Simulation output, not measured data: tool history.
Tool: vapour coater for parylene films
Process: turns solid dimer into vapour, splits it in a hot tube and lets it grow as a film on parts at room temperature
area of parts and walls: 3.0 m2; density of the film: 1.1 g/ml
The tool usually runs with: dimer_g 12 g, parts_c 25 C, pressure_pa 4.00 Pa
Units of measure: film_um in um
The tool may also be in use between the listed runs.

Run 1, hour 0.0: usual settings. Result: film_um 2.24 um.
Run 2, hour 26.2: usual settings. Result: film_um 2.26 um.
Run 3, hour 52.4: usual settings. Result: film_um 2.25 um.
Run 4, hour 76.1: usual settings. Result: film_um 2.30 um.
Run 5, hour 101.1: usual settings. Result: film_um 2.29 um.
Run 6, hour 123.3: usual settings. Result: film_um 2.23 um.
Run 7, hour 148.4: usual settings. Result: film_um 2.24 um.
Run 8, hour 175.6: usual settings. Result: film_um 2.19 um.
Run 9, hour 198.5: usual settings. Result: film_um 2.31 um.
Run 10, hour 223.4: usual settings. Result: film_um 2.25 um.
Run 11, hour 252.8: usual settings. Result: film_um 2.24 um.
Run 12, hour 280.0: usual settings. Result: film_um 2.23 um.
Run 13, hour 302.6: usual settings. Result: film_um 2.23 um.
Run 14, hour 332.1: usual settings but parts_c 18 C. Result: film_um 2.99 um.
At hour 347.2: trap's valve overhauled.
Run 15, hour 361.4: usual settings but parts_c 18 C. Result: film_um 3.01 um.
Run 16, hour 377.6: usual settings. Result: film_um 2.22 um.
Run 17, hour 392.2: usual settings. Result: film_um 2.27 um.
Run 18, hour 411.4: usual settings. Result: film_um 2.30 um.
Run 19, hour 431.6: usual settings. Result: film_um 2.25 um.
Run 20, hour 459.8: usual settings. Result: film_um 2.31 um.
Run 21, hour 481.7: usual settings but dimer_g 10 g, parts_c 21 C, pressure_pa 2.04 Pa. Result: film_um 2.53 um.
Run 22, hour 499.3: usual settings but dimer_g 22 g, parts_c 26 C, pressure_pa 11.81 Pa. Result: film_um 3.29 um.
Run 23, hour 528.1: usual settings but dimer_g 22 g, parts_c 26 C, pressure_pa 11.81 Pa. Result: film_um 3.32 um.
Run 24, hour 550.2: usual settings but parts_c 30 C, pressure_pa 11.09 Pa. Result: film_um 1.53 um.
Run 25, hour 564.0: usual settings but parts_c 30 C, pressure_pa 11.09 Pa. Result: film_um 1.57 um.
Run 26, hour 586.0: usual settings but dimer_g 17 g, parts_c 35 C, pressure_pa 2.51 Pa. Result: film_um 2.33 um.
Run 27, hour 602.7: usual settings but dimer_g 19 g, parts_c 21 C, pressure_pa 3.71 Pa. Result: film_um 4.23 um.
Run 28, hour 631.0: usual settings but dimer_g 9 g, parts_c 33 C. Result: film_um 1.29 um.
Run 29, hour 654.1: usual settings but dimer_g 9 g, parts_c 33 C. Result: film_um 1.22 um.
Run 30, hour 668.9: usual settings but dimer_g 7 g, parts_c 18 C, pressure_pa 2.46 Pa. Result: film_um 1.89 um.
Run 31, hour 687.4: usual settings but dimer_g 7 g, parts_c 18 C, pressure_pa 2.46 Pa. Result: film_um 1.88 um.
Run 32, hour 709.9: usual settings but dimer_g 7 g, parts_c 18 C, pressure_pa 2.46 Pa. Result: film_um 1.92 um.
Run 33, hour 733.3: usual settings but dimer_g 18 g, parts_c 26 C, pressure_pa 2.68 Pa. Result: film_um 3.52 um.
Run 34, hour 759.6: usual settings but dimer_g 8 g, parts_c 19 C, pressure_pa 5.75 Pa. Result: film_um 1.82 um.
Run 35, hour 778.2: usual settings but dimer_g 8 g, parts_c 19 C, pressure_pa 5.75 Pa. Result: film_um 1.79 um.

Consider 4 possible next runs. They are alternatives, not a sequence: every one starts from the tool as it was left by run 35. What does each give?
Run A, hour 792.6: usual settings but pressure_pa 5.34 Pa. Result: film_um ?.
Run B, hour 792.6: usual settings but pressure_pa 2.16 Pa. Result: film_um ?.
Run C, hour 792.6: usual settings but dimer_g 20 g, parts_c 24 C, pressure_pa 5.83 Pa. Result: film_um ?.
Run D, hour 792.6: usual settings but dimer_g 13 g, parts_c 32 C, pressure_pa 5.75 Pa. Result: film_um ?.

run  film_um
  A     2.15
  B     2.52
  C     3.58
  D     1.78
Stripped of hidden state, with their random variation kept, the same runs would have yielded:
run  film_um
  A     2.16
  B     2.53
  C     3.59
  D     1.78

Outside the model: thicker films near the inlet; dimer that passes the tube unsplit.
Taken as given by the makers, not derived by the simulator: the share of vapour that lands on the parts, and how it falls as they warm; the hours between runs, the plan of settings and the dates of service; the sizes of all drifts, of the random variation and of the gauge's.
